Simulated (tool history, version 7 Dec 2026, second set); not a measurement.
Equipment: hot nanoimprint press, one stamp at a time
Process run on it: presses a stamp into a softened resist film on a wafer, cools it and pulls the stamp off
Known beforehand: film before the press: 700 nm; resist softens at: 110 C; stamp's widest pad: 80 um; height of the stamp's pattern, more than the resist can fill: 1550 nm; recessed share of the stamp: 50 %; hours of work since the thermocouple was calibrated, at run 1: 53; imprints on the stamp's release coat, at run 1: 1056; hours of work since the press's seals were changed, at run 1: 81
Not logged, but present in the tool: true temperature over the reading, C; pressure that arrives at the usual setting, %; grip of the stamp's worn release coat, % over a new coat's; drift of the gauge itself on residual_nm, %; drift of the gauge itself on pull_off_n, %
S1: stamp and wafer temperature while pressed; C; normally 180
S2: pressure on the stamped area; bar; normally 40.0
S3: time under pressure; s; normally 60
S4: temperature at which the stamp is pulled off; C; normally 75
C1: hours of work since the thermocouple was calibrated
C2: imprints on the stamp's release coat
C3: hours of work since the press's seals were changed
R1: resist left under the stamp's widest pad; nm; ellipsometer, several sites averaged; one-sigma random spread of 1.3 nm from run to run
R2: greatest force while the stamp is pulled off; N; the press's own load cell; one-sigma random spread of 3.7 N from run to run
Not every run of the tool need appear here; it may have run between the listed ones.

{"run": 1, "hour": 0.0, "S1": 180, "S2": 40.0, "S3": 60, "S4": 75, "C1": 53, "C2": 1056, "C3": 81, "R1": 277.8, "R2": 228}
{"run": 2, "hour": 23.1, "S1": 180, "S2": 40.0, "S3": 60, "S4": 75, "C1": 70, "C2": 1182, "C3": 99, "R1": 279.1, "R2": 242}
{"run": 3, "hour": 37.1, "S1": 180, "S2": 40.0, "S3": 60, "S4": 75, "C1": 81, "C2": 1259, "C3": 110, "R1": 279.9, "R2": 241}
{"run": 4, "hour": 56.9, "S1": 180, "S2": 40.0, "S3": 60, "S4": 75, "C1": 96, "C2": 1368, "C3": 125, "R1": 277.3, "R2": 258}
{"run": 5, "hour": 69.8, "S1": 180, "S2": 40.0, "S3": 60, "S4": 75, "C1": 106, "C2": 1439, "C3": 135, "R1": 278.1, "R2": 240}
{"hour": 91.1, "done": "stamp cleaned and given a new release coat"}
{"run": 6, "hour": 95.6, "S1": 180, "S2": 40.0, "S3": 60, "S4": 75, "C1": 121, "C2": 25, "C3": 150, "R1": 279.5, "R2": 178}
{"run": 7, "hour": 107.9, "S1": 180, "S2": 40.0, "S3": 60, "S4": 75, "C1": 130, "C2": 92, "C3": 159, "R1": 279.8, "R2": 183}
{"run": 8, "hour": 120.6, "S1": 180, "S2": 40.0, "S3": 60, "S4": 75, "C1": 140, "C2": 162, "C3": 169, "R1": 279.6, "R2": 180}
{"run": 9, "hour": 133.5, "S1": 180, "S2": 40.0, "S3": 60, "S4": 75, "C1": 150, "C2": 233, "C3": 178, "R1": 277.8, "R2": 188}
{"run": 10, "hour": 148.0, "S1": 180, "S2": 40.0, "S3": 35, "S4": 72, "C1": 161, "C2": 312, "C3": 189, "R1": 331.2, "R2": 217}
{"run": 11, "hour": 167.5, "S1": 180, "S2": 40.0, "S3": 35, "S4": 72, "C1": 176, "C2": 419, "C3": 204, "R1": 331.7, "R2": 218}
{"run": 12, "hour": 181.5, "S1": 190, "S2": 40.0, "S3": 35, "S4": 78, "C1": 186, "C2": 496, "C3": 215, "R1": 221.3, "R2": 181}
{"run": 13, "hour": 197.3, "S1": 190, "S2": 40.0, "S3": 35, "S4": 78, "C1": 198, "C2": 582, "C3": 227, "R1": 219.4, "R2": 185}
{"run": 14, "hour": 209.4, "S1": 190, "S2": 40.0, "S3": 35, "S4": 78, "C1": 207, "C2": 649, "C3": 236, "R1": 219.4, "R2": 194}
{"run": 15, "hour": 230.3, "S1": 190, "S2": 40.0, "S3": 35, "S4": 70, "C1": 223, "C2": 763, "C3": 252, "R1": 219.0, "R2": 246}
{"run": 16, "hour": 248.5, "S1": 190, "S2": 40.0, "S3": 35, "S4": 70, "C1": 237, "C2": 863, "C3": 266, "R1": 219.5, "R2": 260}

What if the next run were any one of these 3? Each begins from the tool's condition after run 16:
{"run": "A", "hour": 276.1, "S1": 175, "S2": 45.8, "S3": 35, "S4": 70, "C1": 258, "C2": 1014, "C3": 287, "R1": "?", "R2": "?"}
{"run": "B", "hour": 276.1, "S1": 184, "S2": 40.0, "S3": 35, "S4": 70, "C1": 258, "C2": 1014, "C3": 287, "R1": "?", "R2": "?"}
{"run": "C", "hour": 276.1, "S1": 190, "S2": 40.0, "S3": 98, "S4": 70, "C1": 258, "C2": 1014, "C3": 287, "R1": "?", "R2": "?"}

run=A R1=384.6 R2=251
run=B R1=280.3 R2=264
run=C R1=150.2 R2=264
With no hidden state in the tool, these same runs would have given:
run=A R1=386.4 R2=199
run=B R1=281.6 R2=209
run=C R1=150.8 R2=210
